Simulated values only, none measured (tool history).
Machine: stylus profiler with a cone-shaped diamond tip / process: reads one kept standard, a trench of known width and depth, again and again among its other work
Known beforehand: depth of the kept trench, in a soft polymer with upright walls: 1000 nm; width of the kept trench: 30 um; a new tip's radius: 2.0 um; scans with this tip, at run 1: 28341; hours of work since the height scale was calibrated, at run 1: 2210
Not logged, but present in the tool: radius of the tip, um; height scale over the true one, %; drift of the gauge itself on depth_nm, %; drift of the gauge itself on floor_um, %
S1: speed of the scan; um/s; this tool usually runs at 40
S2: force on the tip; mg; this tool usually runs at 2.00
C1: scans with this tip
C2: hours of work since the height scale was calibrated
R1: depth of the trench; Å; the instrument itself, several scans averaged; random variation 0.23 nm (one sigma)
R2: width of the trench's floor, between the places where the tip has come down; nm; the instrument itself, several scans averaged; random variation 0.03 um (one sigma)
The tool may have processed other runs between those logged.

Run 1, hour 0.0: usual settings; C1 28341; C2 2210. Result: R1 10169.9 Å, R2 24240 nm.
Run 2, hour 58.0: usual settings; C1 28773; C2 2243. Result: R1 10171.0 Å, R2 24180 nm.
Run 3, hour 122.8: usual settings; C1 29255; C2 2281. Result: R1 10174.1 Å, R2 24170 nm.
Run 4, hour 179.1: usual settings but S2 1.68 mg; C1 29674; C2 2313. Result: R1 10164.7 Å, R2 24100 nm.
Run 5, hour 236.9: usual settings but S2 1.68 mg; C1 30104; C2 2347. Result: R1 10166.0 Å, R2 24080 nm.
Run 6, hour 303.0: usual settings but S2 0.70 mg; C1 30596; C2 2385. Result: R1 10120.7 Å, R2 23970 nm.
Run 7, hour 397.2: usual settings but S2 0.70 mg; C1 31297; C2 2440. Result: R1 10123.4 Å, R2 23880 nm.
Run 8, hour 468.1: usual settings; C1 31824; C2 2481. Result: R1 10179.3 Å, R2 24020 nm.
At hour 484.4: height scale calibrated on a step standard.
Run 9, hour 520.1: usual settings but S1 160 um/s; C1 32208; C2 21. Result: R1 10203.8 Å, R2 23330 nm.
Run 10, hour 592.8: usual settings but S1 160 um/s; C1 32748; C2 63. Result: R1 10206.0 Å, R2 23360 nm.
Run 11, hour 633.0: usual settings but S1 108 um/s; C1 33048; C2 86. Result: R1 10207.0 Å, R2 23580 nm.
Run 12, hour 717.4: usual settings but S1 33 um/s; C1 33675; C2 135. Result: R1 10205.9 Å, R2 23960 nm.
Run 13, hour 801.1: usual settings but S1 15 um/s; C1 34298; C2 184. Result: R1 10207.7 Å, R2 23990 nm.
Run 14, hour 848.9: usual settings but S1 15 um/s; C1 34653; C2 211. Result: R1 10210.5 Å, R2 23970 nm.
At hour 929.0: height scale calibrated on a step standard, once more.
Run 15, hour 940.1: usual settings but S1 31 um/s; C1 35328; C2 6. Result: R1 10108.3 Å, R2 23870 nm.
Run 16, hour 990.0: usual settings; C1 35700; C2 35. Result: R1 10111.7 Å, R2 23790 nm.
Run 17, hour 1078.2: usual settings; C1 36356; C2 87. Result: R1 10112.5 Å, R2 23770 nm.
At hour 1147.2: new tip fitted, height scale calibrated.
Run 18, hour 1150.2: usual settings; C1 23; C2 2. Result: R1 10113.5 Å, R2 26320 nm.
Run 19, hour 1202.6: usual settings; C1 413; C2 32. Result: R1 10114.4 Å, R2 26240 nm.

The next listed run, before its measurement:
Run 20, hour 1258.5: usual settings but S1 83 um/s, S2 1.63 mg; C1 829; C2 65. Result: R1 ?, R2 ?.

Run 20 came out at R1 10095.0 Å, R2 25960 nm.
Were there no unlogged condition in the tool, this run, its random variation unchanged, would have produced R1 10091.8 Å, R2 26070 nm.

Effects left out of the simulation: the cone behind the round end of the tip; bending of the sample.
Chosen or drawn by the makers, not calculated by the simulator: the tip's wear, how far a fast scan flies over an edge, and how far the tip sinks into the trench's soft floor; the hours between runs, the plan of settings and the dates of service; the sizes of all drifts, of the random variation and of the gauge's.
